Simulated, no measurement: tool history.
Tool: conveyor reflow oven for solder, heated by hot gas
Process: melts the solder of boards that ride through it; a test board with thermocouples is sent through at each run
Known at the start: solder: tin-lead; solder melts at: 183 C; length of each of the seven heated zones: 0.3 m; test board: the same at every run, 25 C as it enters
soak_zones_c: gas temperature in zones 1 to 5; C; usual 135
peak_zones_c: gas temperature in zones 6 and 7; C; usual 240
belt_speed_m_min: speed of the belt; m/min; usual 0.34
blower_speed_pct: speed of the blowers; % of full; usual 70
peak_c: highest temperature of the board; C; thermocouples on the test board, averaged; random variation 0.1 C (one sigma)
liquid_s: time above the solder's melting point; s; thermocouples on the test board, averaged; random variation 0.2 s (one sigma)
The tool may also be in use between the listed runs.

run	hour	soak_zones_c	peak_zones_c	belt_speed_m_min	blower_speed_pct	peak_c	liquid_s
1	0	135	240	0.34	70	223.9	85.6
2	10.5	135	241	0.34	70	224.9	86.4
3	15.2	135	241	0.34	70	225.1	86.6
4	23.6	125	240	0.34	70	222.3	79.4
5	33.1	125	240	0.34	70	222.4	79.6
6	42.2	135	240	0.34	70	224.1	85.7
7	47.9	135	240	0.34	70	223.8	85.8
8	56.5	135	239	0.34	70	222.9	85
9	65.1	148	239	0.34	70	225.1	93.3
10	72.2	135	240	0.331	70	224.9	89.3
11	77.5	135	228	0.34	70	213.5	75.1
12	82.3	135	228	0.34	70	213.3	75
13	92.2	135	228	0.34	70	213.5	74.6
14	101.4	135	237	0.34	70	221.3	83.3
# hour 111.2: flux residue cleaned out of gas plates and filters
15	111.3	135	237	0.34	70	219.9	81.6
16	116.1	135	237	0.34	70	220	81.6
17	121.1	135	237	0.34	70	220	81.4
18	125.8	132	237	0.34	70	219.4	79.4
19	135.5	145	240	0.346	70	223.6	88.5
20	146.2	145	240	0.346	70	223.8	88.5
21	153.5	135	233	0.354	70	215.2	73
22	158.9	135	230	0.354	77	213.6	71.5
23	168.6	135	230	0.354	86	215.1	73.7
# hour 178.7: flux residue cleaned out of gas plates and filters, once more
24	182.3	135	230	0.354	86	218.4	78.4
25	191.1	135	230	0.354	86	218.3	78.1
26	202.2	137	234	0.388	70	216.3	69.3

Forecast run 27:
27	210.2	140	240	0.286	77	?	?

peak_c: 232 C
liquid_s: 113.7 s
Without the tool's hidden state the same run would have given peak_c 231.4 C, liquid_s 111.8 s.
